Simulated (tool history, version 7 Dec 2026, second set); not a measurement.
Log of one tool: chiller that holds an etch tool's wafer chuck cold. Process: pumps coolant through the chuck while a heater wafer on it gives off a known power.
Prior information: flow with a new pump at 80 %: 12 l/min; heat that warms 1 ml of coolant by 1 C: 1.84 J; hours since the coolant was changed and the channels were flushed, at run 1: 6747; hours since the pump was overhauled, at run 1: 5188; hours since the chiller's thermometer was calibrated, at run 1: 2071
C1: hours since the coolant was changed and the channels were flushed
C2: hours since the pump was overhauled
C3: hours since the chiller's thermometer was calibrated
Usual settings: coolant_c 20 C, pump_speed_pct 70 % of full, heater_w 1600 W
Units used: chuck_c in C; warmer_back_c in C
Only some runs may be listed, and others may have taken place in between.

Run 1, hour 0: usual settings; C1 6747; C2 5188; C3 2071. Result: chuck_c 39.6 C, warmer_back_c 5.54 C.
Run 2, hour 124.6: usual settings; C1 6871; C2 5313; C3 2196. Result: chuck_c 39.7 C, warmer_back_c 5.6 C.
Run 3, hour 243.8: usual settings; C1 6990; C2 5432; C3 2315. Result: chuck_c 39.9 C, warmer_back_c 5.53 C.
At hour 297.2: coolant changed, channels flushed.
Run 4, hour 380.5: usual settings but heater_w 1292 W; C1 83; C2 5562; C3 2446. Result: chuck_c 34 C, warmer_back_c 4.54 C.
Run 5, hour 534.5: usual settings but heater_w 1292 W; C1 237; C2 5717; C3 2600. Result: chuck_c 33.9 C, warmer_back_c 4.49 C.
Run 6, hour 726.3: usual settings but heater_w 1183 W; C1 429; C2 5908; C3 2792. Result: chuck_c 32.7 C, warmer_back_c 4.15 C.
Run 7, hour 928.1: usual settings but heater_w 1183 W; C1 631; C2 6110; C3 2993. Result: chuck_c 33.1 C, warmer_back_c 4.18 C.
Run 8, hour 1060.4: usual settings but pump_speed_pct 88 % of full; C1 763; C2 6242; C3 3126. Result: chuck_c 34.5 C, warmer_back_c 4.46 C.
Run 9, hour 1171.3: usual settings but coolant_c 15 C; C1 874; C2 6353; C3 3237. Result: chuck_c 32.7 C, warmer_back_c 5.71 C.
Run 10, hour 1377: usual settings but coolant_c 15 C; C1 1080; C2 6559; C3 3442. Result: chuck_c 32.9 C, warmer_back_c 5.66 C.
Run 11, hour 1557.8: usual settings but coolant_c 15 C; C1 1261; C2 6740; C3 3623. Result: chuck_c 33.1 C, warmer_back_c 5.78 C.
Run 12, hour 1694.9: usual settings but coolant_c 27 C; C1 1398; C2 6877; C3 3760. Result: chuck_c 45.2 C, warmer_back_c 5.76 C.
Run 13, hour 1885.5: usual settings but coolant_c 27 C; C1 1588; C2 7068; C3 3951. Result: chuck_c 45.4 C, warmer_back_c 5.77 C.
Run 14, hour 1996.8: usual settings but coolant_c 27 C; C1 1700; C2 7179; C3 4062. Result: chuck_c 45.5 C, warmer_back_c 5.7 C.
Run 15, hour 2202.1: usual settings; C1 1905; C2 7384; C3 4267. Result: chuck_c 38.6 C, warmer_back_c 5.76 C.
At hour 2223.1: chiller's thermometer calibrated.
Run 16, hour 2344.4: usual settings; C1 2046; C2 7525; C3 121. Result: chuck_c 38.7 C, warmer_back_c 5.78 C.
Run 17, hour 2569.7: usual settings but coolant_c 13 C, pump_speed_pct 85 % of full, heater_w 1937 W; C1 2271; C2 7751; C3 347. Result: chuck_c 32.3 C, warmer_back_c 5.83 C.
Run 18, hour 2776.2: usual settings but coolant_c 10 C, pump_speed_pct 76 % of full, heater_w 1158 W; C1 2478; C2 7957; C3 553. Result: chuck_c 23.1 C, warmer_back_c 3.94 C.
At hour 2799: chiller's thermometer calibrated, once more.
Run 19, hour 2906.6: usual settings but coolant_c 23 C, pump_speed_pct 75 % of full; C1 2607; C2 8087; C3 108. Result: chuck_c 40.7 C, warmer_back_c 5.51 C.
Run 20, hour 3123.5: usual settings but coolant_c 17 C, pump_speed_pct 82 % of full, heater_w 1905 W; C1 2824; C2 8304; C3 324. Result: chuck_c 36.4 C, warmer_back_c 6.04 C.
At hour 3250.7: coolant pump overhauled.
Run 21, hour 3250.7: usual settings but coolant_c 17 C, pump_speed_pct 82 % of full, heater_w 1905 W; C1 2946; C2 0; C3 447. Result: chuck_c 33.8 C, warmer_back_c 5.04 C.
Run 22, hour 3382.1: usual settings but coolant_c 17 C, pump_speed_pct 82 % of full, heater_w 1905 W; C1 3078; C2 131; C3 578. Result: chuck_c 33.9 C, warmer_back_c 5.01 C.
Run 23, hour 3520.8: usual settings but coolant_c 23 C, pump_speed_pct 67 % of full, heater_w 1233 W; C1 3217; C2 270; C3 717. Result: chuck_c 36.2 C, warmer_back_c 4.03 C.
Run 24, hour 3680.7: usual settings but coolant_c 25 C, pump_speed_pct 65 % of full, heater_w 1252 W; C1 3376; C2 430; C3 877. Result: chuck_c 38.8 C, warmer_back_c 4.22 C.
Run 25, hour 3850: usual settings but coolant_c 16 C, pump_speed_pct 66 % of full; C1 3546; C2 599; C3 1046. Result: chuck_c 33.4 C, warmer_back_c 5.28 C.
Run 26, hour 4056.3: usual settings but coolant_c 16 C, pump_speed_pct 71 % of full; C1 3752; C2 806; C3 1252. Result: chuck_c 32.6 C, warmer_back_c 5.01 C.
Run 27, hour 4262.2: usual settings but coolant_c 16 C, pump_speed_pct 71 % of full; C1 3958; C2 1011; C3 1458. Result: chuck_c 32.6 C, warmer_back_c 4.98 C.
Run 28, hour 4387.3: usual settings but coolant_c 16 C, pump_speed_pct 71 % of full; C1 4083; C2 1137; C3 1583. Result: chuck_c 32.8 C, warmer_back_c 5.04 C.
Run 29, hour 4590: usual settings but coolant_c 27 C, pump_speed_pct 75 % of full, heater_w 920 W; C1 4286; C2 1339; C3 1786. Result: chuck_c 36.4 C, warmer_back_c 2.72 C.
Run 30, hour 4737.5: usual settings but coolant_c 27 C, pump_speed_pct 72 % of full, heater_w 1405 W; C1 4433; C2 1487; C3 1933. Result: chuck_c 41.9 C, warmer_back_c 4.4 C.
Run 31, hour 4900.8: usual settings but coolant_c 27 C, pump_speed_pct 63 % of full, heater_w 1405 W; C1 4597; C2 1650; C3 2097. Result: chuck_c 43.8 C, warmer_back_c 5.03 C.

Across each entry between runs, compare the hidden state at the last listed run before it with the hidden state at the first listed run after it:
Run 3 -> run 4: coolant changed, channels flushed (hour 297.2)
  heat passed by the chuck's channels, % of clean ones': 83 -> 99; flow at a given pump speed, % of a new pump's: 89.6 -> 89.3; coolant's true temperature over the reading, C: 0.2 -> 0.21
  measured result minus the result with no hidden state, chuck_c: +4.6 -> +1.6 C; warmer_back_c: +0.58 -> +0.49 C
Run 15 -> run 16: chiller's thermometer calibrated (hour 2223.1)
  heat passed by the chuck's channels, % of clean ones': 94.7 -> 94.4; flow at a given pump speed, % of a new pump's: 85.9 -> 85.6; coolant's true temperature over the reading, C: 0.32 -> 0.51
  measured result minus the result with no hidden state, chuck_c: +3.3 -> +3.6 C; warmer_back_c: +0.82 -> +0.84 C
Run 18 -> run 19: chiller's thermometer calibrated, once more (hour 2799)
  heat passed by the chuck's channels, % of clean ones': 93.4 -> 93.1; flow at a given pump speed, % of a new pump's: 84.8 -> 84.6; coolant's true temperature over the reading, C: 0.54 -> -0.07
  measured result minus the result with no hidden state, chuck_c: +2.9 -> +3.2 C; warmer_back_c: +0.6 -> +0.85 C
Run 20 -> run 21: coolant pump overhauled (hour 3250.7)
  heat passed by the chuck's channels, % of clean ones': 92.5 -> 92.3; flow at a given pump speed, % of a new pump's: 84.2 -> 100.2; coolant's true temperature over the reading, C: -0.06 -> -0.05
  measured result minus the result with no hidden state, chuck_c: +3.7 -> +0.9 C; warmer_back_c: +0.95 -> -0.01 C
